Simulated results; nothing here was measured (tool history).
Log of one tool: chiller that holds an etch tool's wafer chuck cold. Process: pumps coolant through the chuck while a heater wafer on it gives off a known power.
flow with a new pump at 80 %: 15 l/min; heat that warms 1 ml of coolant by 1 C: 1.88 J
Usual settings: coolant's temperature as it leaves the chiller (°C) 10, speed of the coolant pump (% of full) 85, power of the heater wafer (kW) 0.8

run	hour	coolant's temperature as it leaves the chiller (°C)	speed of the coolant pump (% of full)	power of the heater wafer (kW)	chuck's temperature once it has settled (°C)	how much warmer the coolant comes back (C)
1	0	10	85	0.8	15.1	1.62
2	91	10	85	0.8	15.3	1.57
3	179.2	10	85	0.983	16.5	1.92
4	250.2	10	85	0.983	16.6	1.9
5	311.2	10	85	0.983	16.5	1.93
6	390.2	6	85	0.8	11.3	1.54
7	432.9	6	85	0.8	10.9	1.51
8	525.1	6	85	0.8	11.2	1.48
9	598.4	6	85	0.8	11.1	1.47
10	693.7	8	65	0.516	11.9	1.19
11	755.8	10	93	0.569	13.5	0.89
12	824	2	78	0.454	5.3	0.83
13	913.3	2	78	0.454	5.1	0.81
14	1003.2	10	71	0.731	15.7	1.53
15	1100.7	10	85	0.611	14	1
16	1149.3	8	85	0.56	11.6	0.87
17	1209.4	8	85	0.56	11.7	0.88

The same runs without the tool's hidden state, with the same run-to-run variation:
The hidden state here: heat passed by the chuck's channels, % of clean ones'; flow at a given pump speed, % of a new pump's; coolant's true temperature over the reading, C; drift of the gauge itself on chuck_c, C; drift of the gauge itself on warmer_back_c, C.
run	how much warmer the coolant comes back (C)
1	1.62
2	1.59
3	1.96
4	1.95
5	2
6	1.63
7	1.6
8	1.59
9	1.6
10	1.34
11	1.05
12	1.01
13	1.01
14	1.75
15	1.24
16	1.11
17	1.14
chuck's temperature once it has settled (°C): within 0.1 of the measured result in every run.
